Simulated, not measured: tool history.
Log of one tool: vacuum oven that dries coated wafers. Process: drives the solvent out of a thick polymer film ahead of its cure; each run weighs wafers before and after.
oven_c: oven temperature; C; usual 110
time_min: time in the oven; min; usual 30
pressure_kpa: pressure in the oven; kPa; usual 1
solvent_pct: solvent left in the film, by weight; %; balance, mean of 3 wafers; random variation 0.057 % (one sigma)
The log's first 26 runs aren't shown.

{"run": 27, "day": 97.596, "oven_c": 110, "time_min": 30, "pressure_kpa": 0.56, "solvent_pct": 3.36}
{"run": 28, "day": 100.954, "oven_c": 110, "time_min": 17, "pressure_kpa": 1, "solvent_pct": 6.54}
{"run": 29, "day": 104.067, "oven_c": 110, "time_min": 17, "pressure_kpa": 1, "solvent_pct": 6.53}
{"run": 30, "day": 107.838, "oven_c": 110, "time_min": 30, "pressure_kpa": 1, "solvent_pct": 3.77}
{"run": 31, "day": 110.146, "oven_c": 113, "time_min": 37, "pressure_kpa": 1, "solvent_pct": 2.39}
{"run": 32, "day": 113.179, "oven_c": 100, "time_min": 37, "pressure_kpa": 1, "solvent_pct": 6.07}
{"day": 113.996, "done": "vacuum gauge cleaned of residue and calibrated"}
{"run": 33, "day": 117.517, "oven_c": 100, "time_min": 37, "pressure_kpa": 1, "solvent_pct": 5.12}
{"run": 34, "day": 120.729, "oven_c": 110, "time_min": 45, "pressure_kpa": 1, "solvent_pct": 1.64}
{"day": 124.558, "done": "oven's thermocouples calibrated"}
{"run": 35, "day": 124.746, "oven_c": 110, "time_min": 36, "pressure_kpa": 1.76, "solvent_pct": 2.66}
{"run": 36, "day": 128.85, "oven_c": 118, "time_min": 28, "pressure_kpa": 1, "solvent_pct": 1.58}
{"run": 37, "day": 131.9, "oven_c": 118, "time_min": 28, "pressure_kpa": 1, "solvent_pct": 1.66}
{"run": 38, "day": 136.012, "oven_c": 118, "time_min": 28, "pressure_kpa": 1, "solvent_pct": 1.68}
{"run": 39, "day": 139.496, "oven_c": 95, "time_min": 27, "pressure_kpa": 1, "solvent_pct": 8.31}
{"run": 40, "day": 143.512, "oven_c": 95, "time_min": 27, "pressure_kpa": 1, "solvent_pct": 8.16}
{"run": 41, "day": 146.846, "oven_c": 119, "time_min": 28, "pressure_kpa": 1.51, "solvent_pct": 1.78}
{"run": 42, "day": 150.3, "oven_c": 108, "time_min": 21, "pressure_kpa": 2.38, "solvent_pct": 6.02}
{"run": 43, "day": 152.825, "oven_c": 108, "time_min": 21, "pressure_kpa": 2.38, "solvent_pct": 6.13}
{"run": 44, "day": 157.267, "oven_c": 116, "time_min": 21, "pressure_kpa": 2.38, "solvent_pct": 3.75}
{"run": 45, "day": 159.938, "oven_c": 110, "time_min": 30, "pressure_kpa": 2.18, "solvent_pct": 3.87}
{"run": 46, "day": 164.408, "oven_c": 106, "time_min": 30, "pressure_kpa": 1, "solvent_pct": 4.56}

5 ways to go on from here, each from the tool as it stands after run 46. What would each give?
{"run": "A", "day": 167.267, "oven_c": 121, "time_min": 22, "pressure_kpa": 1.32, "solvent_pct": "?"}
{"run": "B", "day": 167.267, "oven_c": 100, "time_min": 30, "pressure_kpa": 1.56, "solvent_pct": "?"}
{"run": "C", "day": 167.267, "oven_c": 102, "time_min": 27, "pressure_kpa": 0.66, "solvent_pct": "?"}
{"run": "D", "day": 167.267, "oven_c": 102, "time_min": 32, "pressure_kpa": 0.62, "solvent_pct": "?"}
{"run": "E", "day": 167.267, "oven_c": 108, "time_min": 21, "pressure_kpa": 3.15, "solvent_pct": "?"}

run=A solvent_pct=2.16
run=B solvent_pct=6.89
run=C solvent_pct=5.99
run=D solvent_pct=5.32
run=E solvent_pct=6.52
Without the tool's hidden state the same runs would have given:
run=A solvent_pct=1.75
run=B solvent_pct=6.16
run=C solvent_pct=5.32
run=D solvent_pct=4.62
run=E solvent_pct=5.87
